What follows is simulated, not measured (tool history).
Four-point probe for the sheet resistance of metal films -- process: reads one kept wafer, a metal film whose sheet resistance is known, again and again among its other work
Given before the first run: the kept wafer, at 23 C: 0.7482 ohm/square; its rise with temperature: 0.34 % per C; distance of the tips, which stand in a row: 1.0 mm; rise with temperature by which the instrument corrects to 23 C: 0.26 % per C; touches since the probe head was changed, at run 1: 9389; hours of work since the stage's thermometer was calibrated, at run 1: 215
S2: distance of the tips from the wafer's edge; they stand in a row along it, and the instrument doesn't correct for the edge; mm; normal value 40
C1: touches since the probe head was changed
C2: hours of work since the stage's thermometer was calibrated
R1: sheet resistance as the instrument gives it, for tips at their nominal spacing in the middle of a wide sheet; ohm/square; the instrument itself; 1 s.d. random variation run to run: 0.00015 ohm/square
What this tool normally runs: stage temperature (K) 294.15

{"run": 1, "hour": 0.0, "stage temperature (K)": 294.15, "S2": 40, "C1": 9389, "C2": 215, "R1": 0.74551}
{"run": 2, "hour": 16.0, "stage temperature (K)": 294.15, "S2": 40, "C1": 9981, "C2": 226, "R1": 0.745556}
{"run": 3, "hour": 24.0, "stage temperature (K)": 294.15, "S2": 40, "C1": 10277, "C2": 232, "R1": 0.745576}
{"run": 4, "hour": 34.4, "stage temperature (K)": 294.15, "S2": 40, "C1": 10662, "C2": 239, "R1": 0.745226}
{"run": 5, "hour": 44.8, "stage temperature (K)": 294.15, "S2": 40, "C1": 11050, "C2": 246, "R1": 0.745424}
{"run": 6, "hour": 62.2, "stage temperature (K)": 294.15, "S2": 40, "C1": 11695, "C2": 258, "R1": 0.745291}
{"run": 7, "hour": 72.8, "stage temperature (K)": 294.15, "S2": 40, "C1": 12086, "C2": 266, "R1": 0.745462}
{"run": 8, "hour": 90.4, "stage temperature (K)": 298.15, "S2": 40, "C1": 12740, "C2": 278, "R1": 0.748112}
{"run": 9, "hour": 108.6, "stage temperature (K)": 294.15, "S2": 40, "C1": 13412, "C2": 290, "R1": 0.745742}
{"run": 10, "hour": 118.4, "stage temperature (K)": 294.15, "S2": 40, "C1": 13777, "C2": 297, "R1": 0.745652}
{"run": 11, "hour": 135.3, "stage temperature (K)": 294.15, "S2": 40, "C1": 14401, "C2": 309, "R1": 0.745698}
{"run": 12, "hour": 149.0, "stage temperature (K)": 302.15, "S2": 40, "C1": 14910, "C2": 318, "R1": 0.75088}
{"run": 13, "hour": 158.4, "stage temperature (K)": 294.15, "S2": 40, "C1": 15259, "C2": 325, "R1": 0.745729}
{"run": 14, "hour": 167.9, "stage temperature (K)": 294.15, "S2": 40, "C1": 15611, "C2": 331, "R1": 0.745815}
{"run": 15, "hour": 182.0, "stage temperature (K)": 294.15, "S2": 40, "C1": 16132, "C2": 341, "R1": 0.7457}
{"run": 16, "hour": 192.5, "stage temperature (K)": 291.15, "S2": 19, "C1": 16521, "C2": 348, "R1": 0.744705}
{"run": 17, "hour": 208.0, "stage temperature (K)": 291.15, "S2": 19, "C1": 17097, "C2": 359, "R1": 0.744487}
{"run": 18, "hour": 220.9, "stage temperature (K)": 293.15, "S2": 7, "C1": 17574, "C2": 368, "R1": 0.752797}
{"run": 19, "hour": 237.2, "stage temperature (K)": 299.15, "S2": 13, "C1": 18180, "C2": 379, "R1": 0.751216}
{"run": 20, "hour": 246.1, "stage temperature (K)": 302.15, "S2": 6, "C1": 18507, "C2": 385, "R1": 0.761763}
{"run": 21, "hour": 259.4, "stage temperature (K)": 293.15, "S2": 41, "C1": 19002, "C2": 395, "R1": 0.745099}
{"run": 22, "hour": 270.2, "stage temperature (K)": 293.15, "S2": 3, "C1": 19400, "C2": 402, "R1": 0.78713}
{"run": 23, "hour": 278.1, "stage temperature (K)": 293.15, "S2": 3, "C1": 19693, "C2": 407, "R1": 0.786711}
{"run": 24, "hour": 294.6, "stage temperature (K)": 294.15, "S2": 12, "C1": 20306, "C2": 419, "R1": 0.748617}
{"run": 25, "hour": 306.0, "stage temperature (K)": 299.15, "S2": 22, "C1": 20728, "C2": 427, "R1": 0.750132}
{"run": 26, "hour": 323.3, "stage temperature (K)": 299.15, "S2": 22, "C1": 21368, "C2": 439, "R1": 0.749671}
{"run": 27, "hour": 333.8, "stage temperature (K)": 292.15, "S2": 19, "C1": 21757, "C2": 446, "R1": 0.745557}
{"run": 28, "hour": 347.5, "stage temperature (K)": 297.15, "S2": 5, "C1": 22267, "C2": 455, "R1": 0.763787}
{"run": 29, "hour": 362.9, "stage temperature (K)": 298.15, "S2": 53, "C1": 22838, "C2": 466, "R1": 0.748636}

A few steps of R1 between consecutive runs. Split each: what settings, incoming material and random variation would produce without the hidden state, and what is left over for the hidden state, along with gauge scatter present in only one of the two compared results (measured, and without hidden state):
Hidden state present: inner tips' distance over the nominal, %; tips' flats over new ones', %; wafer's true temperature over the reading, C; drift of the gauge itself on sheet_ohm, %.
Run 20 -> 21: stage temperature (K) 302.15 -> 293.15, S2 6 -> 41. R1 -0.016664 ohm/square: hidden state +0.00006, all else -0.016724.
Run 21 -> 22: S2 41 -> 3. R1 +0.042031 ohm/square: hidden state -0.000038, all else +0.042069.
Run 23 -> 24: stage temperature (K) 293.15 -> 294.15, S2 3 -> 12. R1 -0.038094 ohm/square: hidden state +0.000089, all else -0.038183.

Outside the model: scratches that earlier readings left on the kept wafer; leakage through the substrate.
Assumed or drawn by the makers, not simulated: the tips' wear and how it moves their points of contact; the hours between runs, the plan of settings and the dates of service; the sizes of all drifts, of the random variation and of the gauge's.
